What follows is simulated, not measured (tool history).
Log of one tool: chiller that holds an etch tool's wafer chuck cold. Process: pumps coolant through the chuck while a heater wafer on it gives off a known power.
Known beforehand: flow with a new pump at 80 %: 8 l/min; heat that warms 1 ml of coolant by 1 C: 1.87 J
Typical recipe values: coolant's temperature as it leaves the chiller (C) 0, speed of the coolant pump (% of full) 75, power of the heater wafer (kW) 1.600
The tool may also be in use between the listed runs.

run,day,coolant's temperature as it leaves the chiller (C),speed of the coolant pump (% of full),power of the heater wafer (kW),chuck's temperature once it has settled (K),how much warmer the coolant comes back (C)
1,0.000,0,75,1.600,290.05,6.87
2,7.492,0,75,1.600,290.05,6.84
3,15.625,0,75,1.600,290.05,6.93
# day 18.321: chiller's thermometer calibrated
4,21.171,0,75,1.600,289.95,6.87
5,25.900,0,75,1.600,289.95,6.95
6,30.917,0,75,1.600,290.05,6.93
7,35.912,0,75,1.600,289.95,6.89
8,39.596,0,75,1.600,289.85,6.97

Forecast run 9:
9,43.458,0,75,1.600,?,?

{"run 9": {"chuck's temperature once it has settled (K)": 290.05, "how much warmer the coolant comes back (C)": 6.92}}
With the hidden condition absent and the run-to-run variation left alone, this run would have shown chuck's temperature once it has settled (K) 289.95, how much warmer the coolant comes back (C) 6.84.

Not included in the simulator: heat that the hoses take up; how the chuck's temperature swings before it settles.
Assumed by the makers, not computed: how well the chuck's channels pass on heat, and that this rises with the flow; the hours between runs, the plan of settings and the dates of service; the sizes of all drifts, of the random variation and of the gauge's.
